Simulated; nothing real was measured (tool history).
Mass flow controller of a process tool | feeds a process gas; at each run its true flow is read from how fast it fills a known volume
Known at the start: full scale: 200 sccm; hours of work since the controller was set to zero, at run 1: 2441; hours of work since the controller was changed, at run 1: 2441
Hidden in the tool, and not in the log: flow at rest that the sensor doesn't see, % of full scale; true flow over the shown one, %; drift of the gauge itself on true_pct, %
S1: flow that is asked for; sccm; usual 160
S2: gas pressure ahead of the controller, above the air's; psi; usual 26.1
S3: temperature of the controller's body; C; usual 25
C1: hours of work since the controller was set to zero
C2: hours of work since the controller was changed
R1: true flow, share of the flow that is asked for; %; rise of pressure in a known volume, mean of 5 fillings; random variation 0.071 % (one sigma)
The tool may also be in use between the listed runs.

run 1 hour=0 | S1=160 S2=26.1 S3=25 | C1=2441 C2=2441 | R1=99.72
run 2 hour=152.8 | S1=160 S2=26.1 S3=25 | C1=2491 C2=2491 | R1=99.75
run 3 hour=283.2 | S1=160 S2=30.5 S3=25 | C1=2534 C2=2534 | R1=99.68
run 4 hour=521.4 | S1=160 S2=30.5 S3=26 | C1=2613 C2=2613 | R1=99.75
run 5 hour=731.2 | S1=160 S2=30.5 S3=26 | C1=2682 C2=2682 | R1=99.7
run 6 hour=946.8 | S1=160 S2=30.5 S3=26 | C1=2754 C2=2754 | R1=99.72
run 7 hour=1128.8 | S1=160 S2=24.1 S3=26 | C1=2814 C2=2814 | R1=99.96
run 8 hour=1320.7 | S1=126 S2=28.4 S3=25 | C1=2877 C2=2877 | R1=99.19
run 9 hour=1522.4 | S1=126 S2=33.9 S3=34 | C1=2944 C2=2944 | R1=99.71
run 10 hour=1694.4 | S1=170 S2=27.3 S3=38 | C1=3001 C2=3001 | R1=101.56
run 11 hour=1817.7 | S1=91 S2=20.9 S3=21 | C1=3041 C2=3041 | R1=98.44
run 12 hour=2041.9 | S1=35 S2=25.5 S3=30 | C1=3115 C2=3115 | R1=97.28

5 ways to go on from here, each from the tool as it stands after run 12. What would each give?
run A hour=2196 | S1=160 S2=39.5 S3=31 | C1=3166 C2=3166 | R1=?
run B hour=2196 | S1=79 S2=29.4 S3=22 | C1=3166 C2=3166 | R1=?
run C hour=2196 | S1=68 S2=27.1 S3=36 | C1=3166 C2=3166 | R1=?
run D hour=2196 | S1=54 S2=37 S3=33 | C1=3166 C2=3166 | R1=?
run E hour=2196 | S1=145 S2=26.1 S3=34 | C1=3166 C2=3166 | R1=?

run=A R1=100
run=B R1=97.78
run=C R1=99.28
run=D R1=97.93
run=E R1=100.67
Without the tool's hidden state the same runs would have given:
run=A R1=99.74
run=B R1=97.93
run=C R1=99.56
run=D R1=98.44
run=E R1=100.45

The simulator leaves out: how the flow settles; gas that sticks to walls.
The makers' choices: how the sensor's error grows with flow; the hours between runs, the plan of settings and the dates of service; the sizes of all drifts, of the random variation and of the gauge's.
